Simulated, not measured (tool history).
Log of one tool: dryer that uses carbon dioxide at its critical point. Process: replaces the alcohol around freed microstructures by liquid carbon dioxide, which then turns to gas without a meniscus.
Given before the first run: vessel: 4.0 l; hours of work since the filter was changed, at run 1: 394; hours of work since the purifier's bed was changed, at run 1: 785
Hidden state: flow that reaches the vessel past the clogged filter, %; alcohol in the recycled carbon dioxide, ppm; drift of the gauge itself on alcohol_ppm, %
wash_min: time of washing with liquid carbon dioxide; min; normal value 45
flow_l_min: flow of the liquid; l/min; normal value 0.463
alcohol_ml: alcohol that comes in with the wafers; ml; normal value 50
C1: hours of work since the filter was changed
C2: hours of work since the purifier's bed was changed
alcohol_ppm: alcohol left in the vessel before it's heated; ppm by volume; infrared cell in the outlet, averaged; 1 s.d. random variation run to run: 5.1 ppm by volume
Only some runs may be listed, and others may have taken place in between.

Run 1, hour 0.0: usual settings; C1 394; C2 785. Result: alcohol_ppm 274 ppm by volume.
Run 2, hour 35.4: usual settings; C1 418; C2 808. Result: alcohol_ppm 292 ppm by volume.
Run 3, hour 74.2: usual settings but wash_min 67 min; C1 443; C2 833. Result: alcohol_ppm 195 ppm by volume.
Run 4, hour 96.2: usual settings but alcohol_ml 56 ml; C1 457; C2 848. Result: alcohol_ppm 318 ppm by volume.
Run 5, hour 137.7: usual settings but alcohol_ml 56 ml; C1 485; C2 875. Result: alcohol_ppm 338 ppm by volume.
At hour 141.1: inlet filter changed.
Run 6, hour 186.2: usual settings but alcohol_ml 56 ml; C1 30; C2 906. Result: alcohol_ppm 281 ppm by volume.
Run 7, hour 230.4: usual settings but alcohol_ml 56 ml; C1 59; C2 935. Result: alcohol_ppm 278 ppm by volume.
Run 8, hour 254.5: usual settings but alcohol_ml 31 ml; C1 74; C2 951. Result: alcohol_ppm 237 ppm by volume.
Run 9, hour 295.7: usual settings but alcohol_ml 31 ml; C1 101; C2 978. Result: alcohol_ppm 259 ppm by volume.
Run 10, hour 326.3: usual settings; C1 121; C2 998. Result: alcohol_ppm 297 ppm by volume.
Run 11, hour 364.2: usual settings; C1 146; C2 1023. Result: alcohol_ppm 315 ppm by volume.
Run 12, hour 384.3: usual settings but alcohol_ml 61 ml; C1 159; C2 1036. Result: alcohol_ppm 329 ppm by volume.
Run 13, hour 428.4: usual settings but wash_min 65 min; C1 188; C2 1065. Result: alcohol_ppm 242 ppm by volume.
Run 14, hour 465.2: usual settings but wash_min 65 min; C1 212; C2 1089. Result: alcohol_ppm 228 ppm by volume.
At hour 497.0: purifier's bed changed.
Run 15, hour 512.9: usual settings but wash_min 65 min; C1 242; C2 10. Result: alcohol_ppm 24 ppm by volume.
Run 16, hour 555.2: usual settings; C1 269; C2 38. Result: alcohol_ppm 116 ppm by volume.
Run 17, hour 585.9: usual settings; C1 289; C2 58. Result: alcohol_ppm 124 ppm by volume.
Run 18, hour 614.8: usual settings; C1 308; C2 77. Result: alcohol_ppm 141 ppm by volume.
Run 19, hour 654.2: usual settings; C1 334; C2 103. Result: alcohol_ppm 135 ppm by volume.
Run 20, hour 685.4: usual settings; C1 355; C2 123. Result: alcohol_ppm 147 ppm by volume.
Run 21, hour 711.6: usual settings; C1 372; C2 141. Result: alcohol_ppm 148 ppm by volume.
Run 22, hour 753.8: usual settings; C1 399; C2 168. Result: alcohol_ppm 167 ppm by volume.
Run 23, hour 774.8: usual settings; C1 413; C2 182. Result: alcohol_ppm 166 ppm by volume.
Run 24, hour 816.5: usual settings; C1 441; C2 209. Result: alcohol_ppm 166 ppm by volume.
Run 25, hour 845.2: usual settings but wash_min 28 min, flow_l_min 0.481 l/min; C1 459; C2 228. Result: alcohol_ppm 699 ppm by volume.
Run 26, hour 866.7: usual settings but wash_min 49 min, flow_l_min 0.357 l/min, alcohol_ml 34 ml; C1 473; C2 242. Result: alcohol_ppm 233 ppm by volume.
At hour 888.5: inlet filter changed.
Run 27, hour 910.6: usual settings but wash_min 39 min, flow_l_min 0.660 l/min, alcohol_ml 49 ml; C1 14; C2 270. Result: alcohol_ppm 89 ppm by volume.
Run 28, hour 951.1: usual settings but wash_min 44 min, flow_l_min 0.739 l/min, alcohol_ml 49 ml; C1 41; C2 297. Result: alcohol_ppm 81 ppm by volume.
Run 29, hour 987.9: usual settings but wash_min 44 min, flow_l_min 0.739 l/min, alcohol_ml 49 ml; C1 65; C2 321. Result: alcohol_ppm 82 ppm by volume.
Run 30, hour 1022.0: usual settings but wash_min 52 min, flow_l_min 0.683 l/min, alcohol_ml 45 ml; C1 88; C2 343. Result: alcohol_ppm 89 ppm by volume.
Run 31, hour 1060.0: usual settings but wash_min 31 min, alcohol_ml 110 ml; C1 112; C2 368. Result: alcohol_ppm 943 ppm by volume.
Run 32, hour 1096.7: usual settings but wash_min 31 min, alcohol_ml 110 ml; C1 136; C2 392. Result: alcohol_ppm 958 ppm by volume.
Run 33, hour 1128.7: usual settings but wash_min 31 min, alcohol_ml 110 ml; C1 157; C2 413. Result: alcohol_ppm 977 ppm by volume.
Run 34, hour 1156.8: usual settings but wash_min 31 min, alcohol_ml 110 ml; C1 176; C2 432. Result: alcohol_ppm 1007 ppm by volume.
Run 35, hour 1200.1: usual settings but wash_min 31 min, alcohol_ml 110 ml; C1 204; C2 460. Result: alcohol_ppm 1028 ppm by volume.
Run 36, hour 1222.6: usual settings but flow_l_min 0.414 l/min, alcohol_ml 60 ml; C1 219; C2 475. Result: alcohol_ppm 294 ppm by volume.
Run 37, hour 1243.1: usual settings but flow_l_min 0.414 l/min, alcohol_ml 60 ml; C1 232; C2 488. Result: alcohol_ppm 304 ppm by volume.
Run 38, hour 1265.9: usual settings but alcohol_ml 35 ml; C1 247; C2 503. Result: alcohol_ppm 182 ppm by volume.
Run 39, hour 1300.5: usual settings but wash_min 58 min; C1 270; C2 526. Result: alcohol_ppm 149 ppm by volume.
Run 40, hour 1339.7: usual settings but flow_l_min 0.315 l/min, alcohol_ml 46 ml; C1 296; C2 552. Result: alcohol_ppm 572 ppm by volume.
Run 41, hour 1363.7: usual settings but wash_min 66 min, flow_l_min 0.567 l/min; C1 311; C2 567. Result: alcohol_ppm 134 ppm by volume.
Run 42, hour 1390.1: usual settings but wash_min 61 min, flow_l_min 0.495 l/min, alcohol_ml 45 ml; C1 329; C2 585. Result: alcohol_ppm 141 ppm by volume.
Run 43, hour 1436.6: usual settings but wash_min 71 min, flow_l_min 0.709 l/min, alcohol_ml 34 ml; C1 359; C2 615. Result: alcohol_ppm 143 ppm by volume.
Run 44, hour 1457.9: usual settings but wash_min 71 min, flow_l_min 0.709 l/min, alcohol_ml 34 ml; C1 373; C2 629. Result: alcohol_ppm 142 ppm by volume.
Run 45, hour 1483.9: usual settings but wash_min 55 min, flow_l_min 0.421 l/min; C1 390; C2 646. Result: alcohol_ppm 216 ppm by volume.

For some of the steps in alcohol_ppm from one run to the next: how much would appear even if the tool had no hidden state, given the settings, what came in and random variation, and how much remains for the hidden state plus any gauge scatter that the measured result and the result without hidden state don't share?
Run 14 -> 15: purifier's bed changed. alcohol_ppm -204 ppm by volume: hidden state -217, all else +13.
Run 24 -> 25: wash_min 45 -> 28, flow_l_min 0.463 -> 0.481. alcohol_ppm +533 ppm by volume: hidden state +156, all else +377.
Run 25 -> 26: wash_min 28 -> 49, flow_l_min 0.481 -> 0.357, alcohol_ml 50 -> 34. alcohol_ppm -466 ppm by volume: hidden state -127, all else -339.
Run 30 -> 31: wash_min 52 -> 31, flow_l_min 0.683 -> 0.463, alcohol_ml 45 -> 110. alcohol_ppm +854 ppm by volume: hidden state +82, all else +772.
Run 35 -> 36: wash_min 31 -> 45, flow_l_min 0.463 -> 0.414, alcohol_ml 110 -> 60. alcohol_ppm -734 ppm by volume: hidden state -105, all else -629.

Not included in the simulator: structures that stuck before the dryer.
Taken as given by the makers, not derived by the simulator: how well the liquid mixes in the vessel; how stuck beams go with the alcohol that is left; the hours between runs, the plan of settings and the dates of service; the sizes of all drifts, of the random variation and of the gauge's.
